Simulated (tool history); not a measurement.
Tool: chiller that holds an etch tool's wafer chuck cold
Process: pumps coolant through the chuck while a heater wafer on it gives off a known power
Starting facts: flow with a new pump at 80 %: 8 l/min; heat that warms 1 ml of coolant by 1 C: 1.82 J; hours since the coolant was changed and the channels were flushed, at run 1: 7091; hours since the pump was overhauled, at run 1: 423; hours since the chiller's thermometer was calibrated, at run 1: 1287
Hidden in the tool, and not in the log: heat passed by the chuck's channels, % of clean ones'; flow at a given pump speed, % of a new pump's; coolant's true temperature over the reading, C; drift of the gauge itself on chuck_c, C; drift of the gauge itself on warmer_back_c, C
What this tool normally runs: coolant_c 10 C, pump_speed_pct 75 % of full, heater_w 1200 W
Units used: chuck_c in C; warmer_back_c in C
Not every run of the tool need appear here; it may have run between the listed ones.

run,hour,coolant_c,pump_speed_pct,heater_w,hours since the coolant was changed and the channels were flushed,hours since the pump was overhauled,hours since the chiller's thermometer was calibrated,chuck_c,warmer_back_c
1,0.0,10,75,1200,7091,423,1287,22.2,5.31
2,19.2,10,75,1200,7110,442,1307,22.4,5.26
3,54.4,10,75,1200,7145,477,1342,22.4,5.29
4,87.0,10,96,1200,7178,510,1374,19.8,4.05
5,113.0,10,96,1200,7204,536,1400,19.9,4.07
6,133.0,10,96,1200,7224,556,1420,19.9,4.03
7,154.1,8,75,1200,7245,577,1441,20.3,5.31
8,181.9,8,75,1200,7273,605,1469,20.3,5.28
9,201.3,8,75,1200,7292,624,1489,20.4,5.38
10,217.6,6,75,1200,7308,641,1505,18.3,5.30
11,240.3,9,75,1200,7331,663,1528,21.4,5.29
12,268.8,10,75,1200,7360,692,1556,22.3,5.31
13,294.2,4,93,1700,7385,717,1582,18.6,5.95
14,318.1,10,75,1005,7409,741,1605,20.4,4.44
15,338.3,14,87,940,7429,761,1626,22.3,3.57
16,369.6,14,87,940,7460,793,1657,22.5,3.51
17,398.2,8,75,1158,7489,821,1686,19.7,5.08
18,428.8,5,89,671,7520,852,1716,10.7,2.50
19,446.6,8,75,1200,7537,870,1734,20.5,5.32
20,467.5,5,75,905,7558,891,1755,14.2,3.95
21,488.4,5,75,905,7579,911,1776,14.3,4.02
22,523.8,9,62,851,7615,947,1811,19.3,4.59
23,557.4,9,100,973,7648,980,1845,16.8,3.15

Alternative continuations, all from the tool just after run 23; predict every row:
A,587.6,8,100,973,7678,1011,1875,?,?
B,587.6,5,75,918,7678,1011,1875,?,?
C,587.6,20,72,1670,7678,1011,1875,?,?

run,chuck_c,warmer_back_c
A,15.8,3.16
B,14.4,4.09
C,37.8,7.64
With no hidden state in the tool, these same runs would have given:
run,chuck_c,warmer_back_c
A,15.8,3.16
B,14.4,4.09
C,37.7,7.64
